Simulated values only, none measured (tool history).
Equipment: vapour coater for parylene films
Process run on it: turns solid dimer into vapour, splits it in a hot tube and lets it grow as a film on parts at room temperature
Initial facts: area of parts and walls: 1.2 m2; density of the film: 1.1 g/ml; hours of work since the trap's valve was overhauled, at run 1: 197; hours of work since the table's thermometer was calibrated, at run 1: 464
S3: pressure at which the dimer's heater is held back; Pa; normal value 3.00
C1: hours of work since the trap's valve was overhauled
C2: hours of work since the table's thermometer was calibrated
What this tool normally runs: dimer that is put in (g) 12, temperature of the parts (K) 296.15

{"run": 1, "hour": 0.0, "dimer that is put in (g)": 12, "temperature of the parts (K)": 296.15, "S3": 3.0, "C1": 197, "C2": 464, "thickness of the film (nm)": 5760}
{"run": 2, "hour": 35.2, "dimer that is put in (g)": 12, "temperature of the parts (K)": 296.15, "S3": 3.0, "C1": 213, "C2": 479, "thickness of the film (nm)": 5810}
{"run": 3, "hour": 54.8, "dimer that is put in (g)": 12, "temperature of the parts (K)": 296.15, "S3": 3.0, "C1": 221, "C2": 487, "thickness of the film (nm)": 5760}
{"run": 4, "hour": 86.3, "dimer that is put in (g)": 12, "temperature of the parts (K)": 289.15, "S3": 3.0, "C1": 235, "C2": 501, "thickness of the film (nm)": 6460}
{"run": 5, "hour": 113.4, "dimer that is put in (g)": 12, "temperature of the parts (K)": 296.15, "S3": 6.63, "C1": 246, "C2": 513, "thickness of the film (nm)": 4910}
{"run": 6, "hour": 150.0, "dimer that is put in (g)": 12, "temperature of the parts (K)": 296.15, "S3": 6.63, "C1": 262, "C2": 529, "thickness of the film (nm)": 4910}
{"run": 7, "hour": 179.7, "dimer that is put in (g)": 12, "temperature of the parts (K)": 296.15, "S3": 6.63, "C1": 275, "C2": 541, "thickness of the film (nm)": 4880}
{"run": 8, "hour": 215.4, "dimer that is put in (g)": 12, "temperature of the parts (K)": 296.15, "S3": 6.63, "C1": 291, "C2": 557, "thickness of the film (nm)": 4840}
{"run": 9, "hour": 256.3, "dimer that is put in (g)": 12, "temperature of the parts (K)": 296.15, "S3": 6.63, "C1": 308, "C2": 574, "thickness of the film (nm)": 4880}
{"run": 10, "hour": 279.7, "dimer that is put in (g)": 12, "temperature of the parts (K)": 296.15, "S3": 3.0, "C1": 318, "C2": 585, "thickness of the film (nm)": 5560}
{"run": 11, "hour": 309.7, "dimer that is put in (g)": 7, "temperature of the parts (K)": 296.15, "S3": 3.0, "C1": 331, "C2": 598, "thickness of the film (nm)": 3290}
{"run": 12, "hour": 337.5, "dimer that is put in (g)": 7, "temperature of the parts (K)": 296.15, "S3": 3.0, "C1": 343, "C2": 610, "thickness of the film (nm)": 3280}
{"run": 13, "hour": 355.8, "dimer that is put in (g)": 7, "temperature of the parts (K)": 289.15, "S3": 4.68, "C1": 351, "C2": 617, "thickness of the film (nm)": 3420}
{"run": 14, "hour": 394.7, "dimer that is put in (g)": 15, "temperature of the parts (K)": 289.15, "S3": 5.2, "C1": 368, "C2": 634, "thickness of the film (nm)": 6990}
{"run": 15, "hour": 415.3, "dimer that is put in (g)": 15, "temperature of the parts (K)": 289.15, "S3": 5.2, "C1": 377, "C2": 643, "thickness of the film (nm)": 6970}
{"run": 16, "hour": 438.7, "dimer that is put in (g)": 15, "temperature of the parts (K)": 289.15, "S3": 5.2, "C1": 387, "C2": 653, "thickness of the film (nm)": 7010}
{"run": 17, "hour": 466.5, "dimer that is put in (g)": 8, "temperature of the parts (K)": 303.15, "S3": 9.74, "C1": 399, "C2": 665, "thickness of the film (nm)": 2540}
{"run": 18, "hour": 494.6, "dimer that is put in (g)": 12, "temperature of the parts (K)": 295.15, "S3": 3.0, "C1": 411, "C2": 677, "thickness of the film (nm)": 5730}
{"run": 19, "hour": 530.3, "dimer that is put in (g)": 12, "temperature of the parts (K)": 295.15, "S3": 3.0, "C1": 427, "C2": 693, "thickness of the film (nm)": 5670}
{"run": 20, "hour": 556.8, "dimer that is put in (g)": 12, "temperature of the parts (K)": 290.15, "S3": 3.0, "C1": 438, "C2": 704, "thickness of the film (nm)": 6160}
{"run": 21, "hour": 574.0, "dimer that is put in (g)": 13, "temperature of the parts (K)": 296.15, "S3": 3.0, "C1": 445, "C2": 712, "thickness of the film (nm)": 5950}
{"run": 22, "hour": 603.3, "dimer that is put in (g)": 20, "temperature of the parts (K)": 295.15, "S3": 4.56, "C1": 458, "C2": 724, "thickness of the film (nm)": 8660}
{"run": 23, "hour": 624.5, "dimer that is put in (g)": 12, "temperature of the parts (K)": 299.15, "S3": 4.92, "C1": 467, "C2": 734, "thickness of the film (nm)": 4770}
{"run": 24, "hour": 642.7, "dimer that is put in (g)": 8, "temperature of the parts (K)": 302.15, "S3": 7.16, "C1": 475, "C2": 741, "thickness of the film (nm)": 2800}

What if the next run were any one of these 3? Each begins from the tool's condition after run 24:
{"run": "A", "hour": 671.4, "dimer that is put in (g)": 19, "temperature of the parts (K)": 294.15, "S3": 7.16, "C1": 488, "C2": 754, "thickness of the film (nm)": "?"}
{"run": "B", "hour": 671.4, "dimer that is put in (g)": 17, "temperature of the parts (K)": 302.15, "S3": 6.41, "C1": 488, "C2": 754, "thickness of the film (nm)": "?"}
{"run": "C", "hour": 671.4, "dimer that is put in (g)": 12, "temperature of the parts (K)": 289.15, "S3": 3.34, "C1": 488, "C2": 754, "thickness of the film (nm)": "?"}

run=A thickness_of_the_film_(nm)=7480
run=B thickness_of_the_film_(nm)=5960
run=C thickness_of_the_film_(nm)=5990
Take away the tool's hidden state, keep each run's random variation, and the runs would have read:
run=A thickness_of_the_film_(nm)=8410
run=B thickness_of_the_film_(nm)=6710
run=C thickness_of_the_film_(nm)=6740
